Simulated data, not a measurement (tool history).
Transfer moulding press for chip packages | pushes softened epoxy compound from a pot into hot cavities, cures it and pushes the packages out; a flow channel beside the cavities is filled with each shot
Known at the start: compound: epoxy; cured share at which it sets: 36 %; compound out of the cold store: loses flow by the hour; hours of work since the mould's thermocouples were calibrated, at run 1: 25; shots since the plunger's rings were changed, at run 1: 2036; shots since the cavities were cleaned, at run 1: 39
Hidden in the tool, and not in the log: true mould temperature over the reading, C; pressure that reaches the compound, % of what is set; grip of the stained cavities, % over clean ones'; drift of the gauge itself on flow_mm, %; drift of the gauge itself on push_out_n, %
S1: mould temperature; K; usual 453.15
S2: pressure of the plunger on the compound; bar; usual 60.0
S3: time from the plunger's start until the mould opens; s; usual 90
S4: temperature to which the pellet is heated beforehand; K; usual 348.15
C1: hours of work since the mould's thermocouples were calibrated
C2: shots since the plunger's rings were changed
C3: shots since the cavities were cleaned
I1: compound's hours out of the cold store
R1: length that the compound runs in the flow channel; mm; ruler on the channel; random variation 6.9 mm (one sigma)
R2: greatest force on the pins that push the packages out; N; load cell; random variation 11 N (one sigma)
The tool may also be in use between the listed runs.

Run 1, hour 0.0: usual settings; C1 25; C2 2036; C3 39; I1 21.8. Result: R1 923 mm, R2 580 N.
Run 2, hour 9.5: usual settings; C1 29; C2 2112; C3 115; I1 45.9. Result: R1 840 mm, R2 588 N.
Run 3, hour 15.6: usual settings; C1 31; C2 2160; C3 163; I1 43.0. Result: R1 849 mm, R2 629 N.
Run 4, hour 22.9: usual settings; C1 34; C2 2219; C3 222; I1 8.0. Result: R1 995 mm, R2 740 N.
Run 5, hour 33.7: usual settings but S4 356.15 K; C1 39; C2 2305; C3 308; I1 21.4. Result: R1 936 mm, R2 702 N.
Run 6, hour 44.2: usual settings but S4 356.15 K; C1 43; C2 2389; C3 392; I1 18.3. Result: R1 961 mm, R2 781 N.
Run 7, hour 51.0: usual settings but S4 356.15 K; C1 46; C2 2444; C3 447; I1 9.7. Result: R1 992 mm, R2 829 N.
Run 8, hour 57.2: usual settings but S1 456.15 K, S4 356.15 K; C1 49; C2 2493; C3 496; I1 31.9. Result: R1 872 mm, R2 640 N.
Run 9, hour 65.4: usual settings; C1 52; C2 2559; C3 562; I1 23.6. Result: R1 919 mm, R2 862 N.
At hour 71.5: cavities cleaned with cleaning compound and waxed.
Run 10, hour 74.8: usual settings but S1 447.15 K; C1 55; C2 2622; C3 27; I1 25.2. Result: R1 943 mm, R2 842 N.
Run 11, hour 88.1: usual settings; C1 61; C2 2728; C3 133; I1 11.3. Result: R1 968 mm, R2 657 N.
Run 12, hour 98.9: usual settings; C1 65; C2 2815; C3 220; I1 28.6. Result: R1 898 mm, R2 689 N.
Run 13, hour 112.3: usual settings; C1 71; C2 2922; C3 327; I1 47.6. Result: R1 829 mm, R2 695 N.
Run 14, hour 125.8: usual settings but S2 62.5 bar; C1 76; C2 3030; C3 435; I1 33.2. Result: R1 889 mm, R2 786 N.
Run 15, hour 140.4: usual settings but S1 445.15 K, S2 59.8 bar, S3 95 s; C1 82; C2 3147; C3 552; I1 16.1. Result: R1 982 mm, R2 1424 N.
At hour 148.2: cavities cleaned with cleaning compound and waxed.
Run 16, hour 149.5: usual settings but S1 445.15 K, S2 59.8 bar, S3 95 s; C1 85; C2 3207; C3 9; I1 16.1. Result: R1 976 mm, R2 918 N.
Run 17, hour 163.6: usual settings but S1 445.15 K, S2 59.8 bar, S3 95 s; C1 91; C2 3320; C3 122; I1 16.4. Result: R1 972 mm, R2 1064 N.

Forecast run 18:
Run 18, hour 170.1: usual settings but S1 448.15 K, S2 65.7 bar, S4 338.15 K; C1 94; C2 3372; C3 174; I1 25.1. Result: R1 ?, R2 ?.

Run 18 gave R1 986 mm, R2 996 N.
Without the tool's hidden state the same run would have given R1 1015 mm, R2 775 N.
